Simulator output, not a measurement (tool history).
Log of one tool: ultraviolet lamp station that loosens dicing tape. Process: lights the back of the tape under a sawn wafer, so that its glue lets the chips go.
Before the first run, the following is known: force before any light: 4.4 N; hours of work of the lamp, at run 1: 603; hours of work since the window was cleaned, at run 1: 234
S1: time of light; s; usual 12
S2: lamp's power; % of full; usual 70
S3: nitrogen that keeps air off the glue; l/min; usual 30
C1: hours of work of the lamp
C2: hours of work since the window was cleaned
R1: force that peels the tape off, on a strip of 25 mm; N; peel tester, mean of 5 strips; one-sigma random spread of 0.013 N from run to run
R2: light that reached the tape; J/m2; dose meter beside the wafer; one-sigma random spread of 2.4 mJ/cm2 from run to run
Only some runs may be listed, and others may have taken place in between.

| run | day | S1 | S2 | S3 | C1 | C2 | R1 | R2 |
|---|---|---|---|---|---|---|---|---|
| 1 | 0 | 12 | 70 | 30 | 603 | 234 | 0.58 | 2670 |
| 2 | 1.408 | 10 | 70 | 30 | 625 | 256 | 0.797 | 2260 |
| 3 | 2.604 | 12 | 67 | 30 | 644 | 274 | 0.638 | 2630 |
| 4 | 3.775 | 12 | 67 | 30 | 662 | 293 | 0.658 | 2600 |
| 5 | 4.933 | 12 | 67 | 30 | 680 | 311 | 0.637 | 2600 |
| 6 | 6.15 | 12 | 67 | 30 | 699 | 330 | 0.66 | 2560 |
| 7 | 7.062 | 12 | 77 | 27 | 714 | 344 | 0.549 | 2950 |
| 8 | 8.112 | 19 | 88 | 57 | 730 | 361 | 0.227 | 5430 |
| 9 | 9.088 | 16 | 70 | 56 | 745 | 376 | 0.303 | 3640 |
| 10 | 9.746 | 16 | 70 | 56 | 756 | 386 | 0.288 | 3560 |
| 11 | 11.121 | 11 | 76 | 52 | 777 | 408 | 0.462 | 2660 |
| 12 | 12.404 | 11 | 76 | 52 | 797 | 428 | 0.422 | 2630 |

Branching from run 12: 3 alternative next runs. What would each branch give?
| A | 13.583 | 7 | 81 | 34 | 816 | 446 | ? | ? |
| B | 13.583 | 18 | 68 | 35 | 816 | 446 | ? | ? |
| C | 13.583 | 11 | 63 | 40 | 816 | 446 | ? | ? |

| run | R1 | R2 |
|---|---|---|
| A | 0.974 | 1800 |
| B | 0.312 | 3910 |
| C | 0.669 | 2240 |
The same runs, with their run-to-run variation unchanged, on a tool lacking any hidden condition would have given:
| run | R1 | R2 |
|---|---|---|
| A | 0.971 | 1810 |
| B | 0.311 | 3920 |
| C | 0.667 | 2250 |
